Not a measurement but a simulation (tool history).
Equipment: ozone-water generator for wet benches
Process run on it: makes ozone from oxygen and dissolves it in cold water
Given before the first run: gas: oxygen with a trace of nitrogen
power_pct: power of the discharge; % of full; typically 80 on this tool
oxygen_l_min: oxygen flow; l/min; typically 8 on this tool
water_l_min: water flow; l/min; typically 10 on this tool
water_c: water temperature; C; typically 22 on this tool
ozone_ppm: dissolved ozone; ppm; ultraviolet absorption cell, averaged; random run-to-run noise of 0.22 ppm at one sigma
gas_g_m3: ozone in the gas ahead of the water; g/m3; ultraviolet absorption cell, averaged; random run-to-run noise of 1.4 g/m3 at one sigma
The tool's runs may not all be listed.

Run 1, hour 0: usual settings. Result: ozone_ppm 31.6 ppm, gas_g_m3 271.9 g/m3.
Run 2, hour 131.4: usual settings. Result: ozone_ppm 31.7 ppm, gas_g_m3 269 g/m3.
Run 3, hour 243.7: usual settings. Result: ozone_ppm 31.6 ppm, gas_g_m3 269.8 g/m3.
Run 4, hour 398.4: usual settings. Result: ozone_ppm 31.9 ppm, gas_g_m3 269.2 g/m3.
Run 5, hour 470.1: usual settings. Result: ozone_ppm 31.9 ppm, gas_g_m3 265.2 g/m3.
Run 6, hour 569.1: usual settings but water_l_min 6 l/min. Result: ozone_ppm 42.2 ppm, gas_g_m3 265.9 g/m3.
Run 7, hour 715.1: usual settings but water_l_min 6 l/min. Result: ozone_ppm 42.1 ppm, gas_g_m3 267.8 g/m3.
Run 8, hour 823.4: usual settings but water_l_min 6 l/min. Result: ozone_ppm 42 ppm, gas_g_m3 265.6 g/m3.
Run 9, hour 935: usual settings but water_l_min 6 l/min. Result: ozone_ppm 42.2 ppm, gas_g_m3 266.8 g/m3.
Run 10, hour 1095.9: usual settings but water_l_min 6 l/min. Result: ozone_ppm 41.8 ppm, gas_g_m3 265.6 g/m3.
Run 11, hour 1239.8: usual settings but water_l_min 6 l/min. Result: ozone_ppm 42 ppm, gas_g_m3 266.8 g/m3.
Run 12, hour 1356.2: usual settings but water_l_min 6 l/min. Result: ozone_ppm 42.2 ppm, gas_g_m3 265.6 g/m3.
At hour 1409.6: contactor cleaned.
Run 13, hour 1453.3: usual settings but water_l_min 6 l/min. Result: ozone_ppm 42.4 ppm, gas_g_m3 266.6 g/m3.
Run 14, hour 1561.7: usual settings but water_l_min 6 l/min, water_c 20 C. Result: ozone_ppm 43.8 ppm, gas_g_m3 265 g/m3.
Run 15, hour 1712.1: usual settings but power_pct 46 % of full. Result: ozone_ppm 20.1 ppm, gas_g_m3 166.1 g/m3.
Run 16, hour 1844.4: usual settings. Result: ozone_ppm 31.7 ppm, gas_g_m3 264.3 g/m3.
Run 17, hour 1972.4: usual settings but power_pct 57 % of full, water_l_min 12 l/min, water_c 19 C. Result: ozone_ppm 22.7 ppm, gas_g_m3 196.5 g/m3.
Run 18, hour 2111.5: usual settings but power_pct 87 % of full, oxygen_l_min 5.43 l/min, water_l_min 7 l/min, water_c 26 C. Result: ozone_ppm 42.3 ppm, gas_g_m3 340.6 g/m3.
Run 19, hour 2223.7: usual settings but oxygen_l_min 6.26 l/min, water_c 21 C. Result: ozone_ppm 34.3 ppm, gas_g_m3 294.6 g/m3.
Run 20, hour 2362.3: usual settings but power_pct 55 % of full, oxygen_l_min 9.15 l/min, water_l_min 8 l/min, water_c 19 C. Result: ozone_ppm 27 ppm, gas_g_m3 177.2 g/m3.
Run 21, hour 2453.9: usual settings but power_pct 55 % of full, oxygen_l_min 11.82 l/min, water_l_min 16 l/min, water_c 19 C. Result: ozone_ppm 16.2 ppm, gas_g_m3 156.7 g/m3.
Run 22, hour 2570.5: usual settings but power_pct 55 % of full, oxygen_l_min 11.82 l/min, water_l_min 16 l/min, water_c 19 C. Result: ozone_ppm 16.4 ppm, gas_g_m3 155.6 g/m3.
Run 23, hour 2718.9: usual settings but power_pct 94 % of full, oxygen_l_min 6.61 l/min, water_c 27 C. Result: ozone_ppm 33.7 ppm, gas_g_m3 332 g/m3.
At hour 2779.1: gauge calibrated.
Run 24, hour 2877.7: usual settings but power_pct 94 % of full, oxygen_l_min 6.61 l/min, water_c 27 C. Result: ozone_ppm 33.9 ppm, gas_g_m3 336.7 g/m3.
Run 25, hour 3010.2: usual settings but power_pct 94 % of full, oxygen_l_min 6.23 l/min, water_c 15 C. Result: ozone_ppm 44.5 ppm, gas_g_m3 354.3 g/m3.
Run 26, hour 3161.4: usual settings but power_pct 94 % of full, oxygen_l_min 6.23 l/min, water_c 15 C. Result: ozone_ppm 44.9 ppm, gas_g_m3 349.7 g/m3.
Run 27, hour 3260.9: usual settings but power_pct 94 % of full, oxygen_l_min 6.23 l/min, water_c 15 C. Result: ozone_ppm 44.8 ppm, gas_g_m3 348.6 g/m3.
Run 28, hour 3414.1: usual settings but power_pct 94 % of full, oxygen_l_min 6.23 l/min, water_c 15 C. Result: ozone_ppm 44.3 ppm, gas_g_m3 346.4 g/m3.
Run 29, hour 3555.3: usual settings but water_c 20 C. Result: ozone_ppm 33.1 ppm, gas_g_m3 265.8 g/m3.
Run 30, hour 3688.2: usual settings but water_c 20 C. Result: ozone_ppm 33.3 ppm, gas_g_m3 265.9 g/m3.
Run 31, hour 3823.5: usual settings but power_pct 42 % of full, oxygen_l_min 6.69 l/min, water_l_min 9 l/min, water_c 24 C. Result: ozone_ppm 19.6 ppm, gas_g_m3 167.7 g/m3.

Predict each of these 3 candidate next runs independently; none follows another, all start after run 31:
At hour 3856.4: water thermometer calibrated.
Run A, hour 3963.7: usual settings but power_pct 42 % of full, oxygen_l_min 6.69 l/min, water_l_min 9 l/min, water_c 14 C. Result: ozone_ppm ?, gas_g_m3 ?.
At hour 3856.4: water thermometer calibrated.
Run B, hour 3963.7: usual settings but power_pct 78 % of full, oxygen_l_min 4.42 l/min, water_l_min 8 l/min, water_c 24 C. Result: ozone_ppm ?, gas_g_m3 ?.
At hour 3856.4: water thermometer calibrated.
Run C, hour 3963.7: usual settings but power_pct 85 % of full, oxygen_l_min 6.69 l/min, water_l_min 11 l/min, water_c 24 C. Result: ozone_ppm ?, gas_g_m3 ?.

run  ozone_ppm  gas_g_m3
  A       24.1     168.6
  B       39.1     352.4
  C       31.1     307.5
With the hidden condition removed and each run's random variation left untouched, the same runs would have given:
run  ozone_ppm  gas_g_m3
  A       24.1     170.8
  B       39.1     357.1
  C       31.2     311.7
